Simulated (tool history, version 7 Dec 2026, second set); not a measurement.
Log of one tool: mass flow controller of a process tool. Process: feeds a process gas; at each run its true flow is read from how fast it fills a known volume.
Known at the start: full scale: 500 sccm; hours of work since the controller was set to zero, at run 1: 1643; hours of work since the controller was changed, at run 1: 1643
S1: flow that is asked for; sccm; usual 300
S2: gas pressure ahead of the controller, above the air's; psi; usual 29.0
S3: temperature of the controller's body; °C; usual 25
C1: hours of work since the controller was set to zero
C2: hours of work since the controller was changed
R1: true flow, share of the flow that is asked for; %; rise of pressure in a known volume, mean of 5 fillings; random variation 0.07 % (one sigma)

run      day   S1    S2  S3    C1    C2     R1
  1    0.000  300  29.0  25  1643  1643  99.07
  2    7.150  300  29.0  25  1704  1704  99.05
  3   12.921  300  29.0  25  1753  1753  99.00
  4   16.712  122  29.0  25  1785  1785  98.04
  5   21.550  300  29.0  25  1826  1826  98.85
  6   27.429  300  29.0  25  1876  1876  98.74
  7   32.275  300  29.0  25  1917  1917  98.66
  8   39.288  300  29.0  25  1977  1977  98.64
  9   46.883  300  29.0  25  2042  2042  98.56
 10   54.358  300  29.0  25  2105  2105  98.48
 11   60.204  300  29.0  25  2155  2155  98.52
 12   65.046  300  29.0  25  2196  2196  98.49
 13   71.742   97  29.0  25  2253  2253  97.42
 14   77.304   97  29.0  25  2300  2300  97.28
 15   85.096   97  29.0  25  2366  2366  97.14
 16   89.712  300  29.0  25  2405  2405  98.14
 17   96.525  300  32.6  25  2463  2463  98.00
 18  103.250  300  32.6  25  2520  2520  97.90
 19  106.767  300  36.8  23  2550  2550  98.09
 20  111.375  421  21.0  35  2589  2589  97.99
 21  116.188  389  23.2  27  2630  2630  98.43
 22  119.908  100  29.0  25  2662  2662  97.01
 23  125.304  251  25.8  22  2707  2707  98.02
 24  129.417  146  24.1  33  2742  2742  96.56
 25  135.408  146  24.1  24  2793  2793  97.31
 26  140.296  138  24.1  24  2835  2835  97.09
     141.379  -- gauge calibrated
 27  144.300  145  27.3  25  2869  2869  98.50
 28  151.488  203  29.3  24  2930  2930  98.56
 29  155.496  203  29.3  23  2964  2964  98.51
 30  162.600  113  29.3  39  3024  3024  96.86
 31  166.050  113  29.3  39  3053  3053  96.83
 32  173.017  113  29.3  39  3112  3112  96.65
 33  177.854  101  40.2  24  3154  3154  97.45
 34  185.104   63  40.2  40  3215  3215  96.02

5 ways to go on from here, each from the tool as it stands after run 34. What would each give?
  A  192.038  135  26.8  40  3274  3274   ?
  B  192.038  107  38.3  40  3274  3274   ?
  C  192.038  484  25.7  25  3274  3274   ?
  D  192.038   76  40.2  40  3274  3274   ?
  E  192.038   63  22.2  40  3274  3274   ?

run     R1
  A  96.67
  B  96.20
  C  99.46
  D  96.05
  E  96.41
Without the tool's hidden state the same runs would have given:
run     R1
  A  97.13
  B  96.66
  C  99.91
  D  96.53
  E  96.90

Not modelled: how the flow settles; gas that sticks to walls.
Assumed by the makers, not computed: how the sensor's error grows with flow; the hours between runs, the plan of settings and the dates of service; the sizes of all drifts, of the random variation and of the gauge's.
